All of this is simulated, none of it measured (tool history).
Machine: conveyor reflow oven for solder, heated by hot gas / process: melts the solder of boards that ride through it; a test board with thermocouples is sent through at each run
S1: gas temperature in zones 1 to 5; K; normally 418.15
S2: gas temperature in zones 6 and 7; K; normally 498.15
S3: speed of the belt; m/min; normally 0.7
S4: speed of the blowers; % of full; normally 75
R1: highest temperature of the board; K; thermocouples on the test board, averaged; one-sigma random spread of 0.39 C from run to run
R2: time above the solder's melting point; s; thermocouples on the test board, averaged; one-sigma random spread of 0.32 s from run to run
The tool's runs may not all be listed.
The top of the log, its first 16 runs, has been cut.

Run 17, hour 709.5: usual settings but S3 0.685 m/min, S4 85 % of full. Result: R1 483.15 K, R2 36.8 s.
Run 18, hour 751: usual settings but S1 419.15 K, S3 0.685 m/min, S4 85 % of full. Result: R1 483.05 K, R2 37.2 s.
Run 19, hour 810.7: usual settings but S1 429.15 K, S2 506.15 K. Result: R1 488.35 K, R2 42.3 s.
Run 20, hour 877.7: usual settings but S1 429.15 K, S2 506.15 K. Result: R1 487.95 K, R2 42.6 s.
Run 21, hour 942.8: usual settings but S1 429.15 K, S2 506.15 K. Result: R1 488.75 K, R2 42.1 s.
Run 22, hour 985.2: usual settings but S2 507.15 K, S3 0.633 m/min, S4 59 % of full. Result: R1 484.45 K, R2 41.4 s.
Run 23, hour 1025.2: usual settings but S1 421.15 K, S2 507.15 K, S3 0.716 m/min, S4 59 % of full. Result: R1 481.95 K, R2 33.8 s.
Run 24, hour 1063.8: usual settings but S1 425.15 K, S2 507.15 K, S3 0.716 m/min, S4 59 % of full. Result: R1 482.25 K, R2 35.7 s.
Run 25, hour 1105.9: usual settings but S2 501.15 K. Result: R1 481.25 K, R2 34.6 s.
Run 26, hour 1153.1: usual settings but S2 501.15 K, S3 0.607 m/min. Result: R1 485.35 K, R2 43.9 s.
Run 27, hour 1187.8: usual settings but S2 501.15 K, S3 0.607 m/min, S4 84 % of full. Result: R1 486.05 K, R2 45.3 s.
Run 28, hour 1254.9: usual settings but S2 501.15 K, S3 0.607 m/min, S4 84 % of full. Result: R1 486.35 K, R2 45.1 s.
Run 29, hour 1321.2: usual settings but S1 412.15 K, S3 0.663 m/min. Result: R1 478.75 K, R2 33.1 s.
Run 30, hour 1350.3: usual settings but S1 412.15 K, S3 0.663 m/min. Result: R1 478.45 K, R2 33 s.

Consider 4 possible next runs. They are alternatives, not a sequence: every one starts from the tool as it was left by run 30. What does each give?
At hour 1397.2: flux residue cleaned out of gas plates and filters.
Run A, hour 1422.4: usual settings but S1 412.15 K, S3 0.698 m/min, S4 55 % of full. Result: R1 ?, R2 ?.
At hour 1397.2: flux residue cleaned out of gas plates and filters.
Run B, hour 1422.4: usual settings but S1 431.15 K, S2 489.15 K, S3 0.578 m/min. Result: R1 ?, R2 ?.
At hour 1397.2: flux residue cleaned out of gas plates and filters.
Run C, hour 1422.4: usual settings but S2 489.15 K, S3 0.584 m/min. Result: R1 ?, R2 ?.
At hour 1397.2: flux residue cleaned out of gas plates and filters.
Run D, hour 1422.4: usual settings but S2 500.15 K, S3 0.63 m/min, S4 64 % of full. Result: R1 ?, R2 ?.

run      R1    R2
  A  472.85  24.7
  B  478.35  47.5
  C  476.85  39.3
  D  481.45  38.4
Without the tool's unlogged condition, the same runs would have read:
run      R1    R2
  A  474.05  25.3
  B  479.95  47.8
  C  478.45  39.9
  D  482.75  38.8
